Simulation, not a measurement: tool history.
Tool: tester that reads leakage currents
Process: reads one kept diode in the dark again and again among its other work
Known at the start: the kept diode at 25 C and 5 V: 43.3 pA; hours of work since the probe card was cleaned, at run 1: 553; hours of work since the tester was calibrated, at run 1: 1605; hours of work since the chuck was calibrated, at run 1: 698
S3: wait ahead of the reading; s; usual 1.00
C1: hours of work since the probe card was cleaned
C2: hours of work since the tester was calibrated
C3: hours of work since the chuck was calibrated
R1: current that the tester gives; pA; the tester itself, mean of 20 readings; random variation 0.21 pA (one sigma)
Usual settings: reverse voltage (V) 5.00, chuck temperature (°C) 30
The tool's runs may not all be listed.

run 1 hour=0.0 | reverse_voltage_(V)=5.00 chuck_temperature_(°C)=30 S3=1.00 | C1=553 C2=1605 C3=698 | R1=67.09
run 2 hour=30.8 | reverse_voltage_(V)=5.00 chuck_temperature_(°C)=31 S3=1.00 | C1=570 C2=1622 C3=715 | R1=73.07
run 3 hour=60.1 | reverse_voltage_(V)=5.00 chuck_temperature_(°C)=31 S3=1.00 | C1=587 C2=1639 C3=731 | R1=72.38
run 4 hour=84.4 | reverse_voltage_(V)=5.00 chuck_temperature_(°C)=31 S3=1.00 | C1=600 C2=1652 C3=745 | R1=72.70
-- hour=107.4 chuck's temperature calibrated
run 5 hour=124.2 | reverse_voltage_(V)=5.00 chuck_temperature_(°C)=30 S3=1.00 | C1=622 C2=1674 C3=9 | R1=67.36
run 6 hour=160.4 | reverse_voltage_(V)=5.00 chuck_temperature_(°C)=30 S3=1.00 | C1=642 C2=1694 C3=30 | R1=67.47
run 7 hour=192.7 | reverse_voltage_(V)=5.00 chuck_temperature_(°C)=30 S3=1.00 | C1=660 C2=1712 C3=48 | R1=67.45
run 8 hour=220.2 | reverse_voltage_(V)=5.00 chuck_temperature_(°C)=30 S3=1.00 | C1=676 C2=1728 C3=63 | R1=67.50
run 9 hour=256.4 | reverse_voltage_(V)=2.72 chuck_temperature_(°C)=30 S3=1.00 | C1=696 C2=1748 C3=84 | R1=48.28
run 10 hour=285.1 | reverse_voltage_(V)=5.00 chuck_temperature_(°C)=21 S3=1.00 | C1=712 C2=1764 C3=100 | R1=32.58
run 11 hour=314.6 | reverse_voltage_(V)=5.00 chuck_temperature_(°C)=21 S3=1.00 | C1=729 C2=1781 C3=117 | R1=32.74
run 12 hour=351.6 | reverse_voltage_(V)=5.00 chuck_temperature_(°C)=21 S3=1.00 | C1=750 C2=1801 C3=137 | R1=32.69
run 13 hour=389.1 | reverse_voltage_(V)=9.38 chuck_temperature_(°C)=30 S3=1.00 | C1=771 C2=1823 C3=158 | R1=96.03
run 14 hour=422.7 | reverse_voltage_(V)=5.00 chuck_temperature_(°C)=30 S3=1.00 | C1=790 C2=1841 C3=177 | R1=67.48
run 15 hour=450.3 | reverse_voltage_(V)=5.00 chuck_temperature_(°C)=30 S3=1.00 | C1=805 C2=1857 C3=193 | R1=67.51
run 16 hour=488.0 | reverse_voltage_(V)=5.00 chuck_temperature_(°C)=30 S3=1.00 | C1=826 C2=1878 C3=214 | R1=67.44
run 17 hour=524.0 | reverse_voltage_(V)=5.00 chuck_temperature_(°C)=31 S3=1.00 | C1=846 C2=1898 C3=234 | R1=72.85
run 18 hour=552.3 | reverse_voltage_(V)=5.00 chuck_temperature_(°C)=31 S3=0.43 | C1=862 C2=1914 C3=250 | R1=75.69
run 19 hour=582.6 | reverse_voltage_(V)=5.00 chuck_temperature_(°C)=31 S3=0.43 | C1=879 C2=1931 C3=267 | R1=75.26
run 20 hour=601.6 | reverse_voltage_(V)=5.00 chuck_temperature_(°C)=31 S3=0.43 | C1=890 C2=1942 C3=278 | R1=75.44
run 21 hour=633.7 | reverse_voltage_(V)=5.00 chuck_temperature_(°C)=31 S3=0.43 | C1=908 C2=1960 C3=296 | R1=75.40
run 22 hour=665.4 | reverse_voltage_(V)=5.00 chuck_temperature_(°C)=30 S3=3.70 | C1=926 C2=1978 C3=314 | R1=65.91
run 23 hour=689.9 | reverse_voltage_(V)=1.09 chuck_temperature_(°C)=59 S3=0.60 | C1=940 C2=1992 C3=328 | R1=250.12
run 24 hour=715.1 | reverse_voltage_(V)=3.85 chuck_temperature_(°C)=59 S3=0.30 | C1=954 C2=2006 C3=342 | R1=499.00
run 25 hour=740.9 | reverse_voltage_(V)=4.60 chuck_temperature_(°C)=35 S3=0.30 | C1=968 C2=2020 C3=356 | R1=99.12
run 26 hour=776.0 | reverse_voltage_(V)=4.56 chuck_temperature_(°C)=35 S3=0.35 | C1=988 C2=2040 C3=376 | R1=97.54
run 27 hour=801.9 | reverse_voltage_(V)=4.85 chuck_temperature_(°C)=24 S3=1.00 | C1=1003 C2=2055 C3=390 | R1=40.85
run 28 hour=818.2 | reverse_voltage_(V)=4.85 chuck_temperature_(°C)=24 S3=1.00 | C1=1012 C2=2064 C3=400 | R1=41.16
run 29 hour=834.5 | reverse_voltage_(V)=4.85 chuck_temperature_(°C)=24 S3=1.00 | C1=1021 C2=2073 C3=409 | R1=40.95
run 30 hour=866.0 | reverse_voltage_(V)=2.25 chuck_temperature_(°C)=24 S3=9.04 | C1=1039 C2=2091 C3=426 | R1=25.92
run 31 hour=889.6 | reverse_voltage_(V)=7.68 chuck_temperature_(°C)=40 S3=1.62 | C1=1052 C2=2104 C3=440 | R1=183.49
run 32 hour=923.8 | reverse_voltage_(V)=2.71 chuck_temperature_(°C)=34 S3=3.69 | C1=1071 C2=2123 C3=459 | R1=65.32
run 33 hour=939.8 | reverse_voltage_(V)=1.21 chuck_temperature_(°C)=32 S3=5.49 | C1=1080 C2=2132 C3=468 | R1=35.91
run 34 hour=961.5 | reverse_voltage_(V)=1.21 chuck_temperature_(°C)=32 S3=5.49 | C1=1092 C2=2144 C3=480 | R1=35.92
run 35 hour=993.8 | reverse_voltage_(V)=1.21 chuck_temperature_(°C)=32 S3=5.49 | C1=1111 C2=2163 C3=498 | R1=35.94

Run 36 comes next. What will it give?
run 36 hour=1013.2 | reverse_voltage_(V)=4.27 chuck_temperature_(°C)=56 S3=9.72 | C1=1122 C2=2173 C3=509 | R1=?

Run 36 gave R1 422.96 pA.
Without the tool's hidden state the same run would have given R1 423.11 pA.
